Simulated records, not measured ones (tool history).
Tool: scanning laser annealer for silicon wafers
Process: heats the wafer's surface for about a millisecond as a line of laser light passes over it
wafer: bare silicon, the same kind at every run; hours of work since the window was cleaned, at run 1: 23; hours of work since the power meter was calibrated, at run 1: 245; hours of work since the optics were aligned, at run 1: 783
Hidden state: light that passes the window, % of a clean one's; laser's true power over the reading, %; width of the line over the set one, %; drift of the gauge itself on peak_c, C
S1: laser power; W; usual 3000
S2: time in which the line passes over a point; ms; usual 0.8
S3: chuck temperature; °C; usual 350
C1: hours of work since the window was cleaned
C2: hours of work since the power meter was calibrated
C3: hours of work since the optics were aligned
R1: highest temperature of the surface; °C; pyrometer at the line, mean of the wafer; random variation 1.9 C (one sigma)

Run 1, hour 0: usual settings; C1 23; C2 245; C3 783. Result: R1 1163 °C.
Run 2, hour 7.7: usual settings; C1 29; C2 251; C3 789. Result: R1 1164 °C.
Run 3, hour 14.3: usual settings but S1 3083 W; C1 34; C2 256; C3 794. Result: R1 1191 °C.
Run 4, hour 20: usual settings but S1 3083 W; C1 39; C2 261; C3 799. Result: R1 1192 °C.
Run 5, hour 29.9: usual settings but S3 355 °C; C1 47; C2 269; C3 807. Result: R1 1172 °C.
Run 6, hour 33.9: usual settings but S3 355 °C; C1 50; C2 272; C3 810. Result: R1 1170 °C.
Run 7, hour 42.1: usual settings; C1 56; C2 278; C3 816. Result: R1 1164 °C.
Run 8, hour 47.3: usual settings; C1 60; C2 283; C3 821. Result: R1 1167 °C.
Run 9, hour 52.9: usual settings; C1 65; C2 287; C3 825. Result: R1 1167 °C.
Run 10, hour 60.7: usual settings but S1 3083 W; C1 71; C2 293; C3 831. Result: R1 1191 °C.
Run 11, hour 68: usual settings but S1 3083 W; C1 77; C2 299; C3 837. Result: R1 1193 °C.
Run 12, hour 76.4: usual settings; C1 84; C2 306; C3 844. Result: R1 1164 °C.
Run 13, hour 85.2: usual settings but S2 0.894 ms, S3 383 °C; C1 91; C2 313; C3 851. Result: R1 1239 °C.
Run 14, hour 90.1: usual settings but S2 0.894 ms, S3 383 °C; C1 95; C2 317; C3 855. Result: R1 1240 °C.
Run 15, hour 94.2: usual settings but S2 0.894 ms, S3 383 °C; C1 98; C2 320; C3 858. Result: R1 1237 °C.
Run 16, hour 100.7: usual settings but S1 2640 W, S2 0.843 ms, S3 342 °C; C1 103; C2 325; C3 863. Result: R1 1059 °C.
Run 17, hour 109.8: usual settings but S1 2562 W, S2 0.913 ms, S3 310 °C; C1 110; C2 332; C3 870. Result: R1 1026 °C.
Run 18, hour 116.6: usual settings but S1 2562 W, S2 0.886 ms, S3 310 °C; C1 116; C2 338; C3 876. Result: R1 1014 °C.
Run 19, hour 125.9: usual settings but S1 3087 W, S2 0.886 ms, S3 310 °C; C1 123; C2 345; C3 883. Result: R1 1195 °C.
Run 20, hour 130.7: usual settings but S1 3087 W, S2 0.886 ms, S3 310 °C; C1 127; C2 349; C3 887. Result: R1 1193 °C.
Run 21, hour 138.3: usual settings but S1 3087 W, S2 0.886 ms, S3 310 °C; C1 133; C2 355; C3 893. Result: R1 1193 °C.
Run 22, hour 145: usual settings but S1 3108 W, S2 0.632 ms; C1 138; C2 360; C3 899. Result: R1 1113 °C.
Run 23, hour 149.1: usual settings but S1 3108 W, S2 0.632 ms; C1 142; C2 364; C3 902. Result: R1 1112 °C.
Run 24, hour 156.8: usual settings but S1 2646 W, S2 0.634 ms, S3 349 °C; C1 148; C2 370; C3 908. Result: R1 985 °C.

3 ways to go on from here, each from the tool as it stands after run 24. What would each give?
Run A, hour 163.1: usual settings but S2 0.685 ms, S3 317 °C; C1 153; C2 375; C3 913. Result: R1 ?.
Run B, hour 163.1: usual settings but S1 2882 W, S2 0.634 ms, S3 349 °C; C1 153; C2 375; C3 913. Result: R1 ?.
Run C, hour 163.1: usual settings but S1 3027 W, S2 0.708 ms; C1 153; C2 375; C3 913. Result: R1 ?.

run    R1
  A  1077
  B  1048
  C  1129
Without the tool's hidden state the same runs would have given:
run    R1
  A  1078
  B  1048
  C  1130

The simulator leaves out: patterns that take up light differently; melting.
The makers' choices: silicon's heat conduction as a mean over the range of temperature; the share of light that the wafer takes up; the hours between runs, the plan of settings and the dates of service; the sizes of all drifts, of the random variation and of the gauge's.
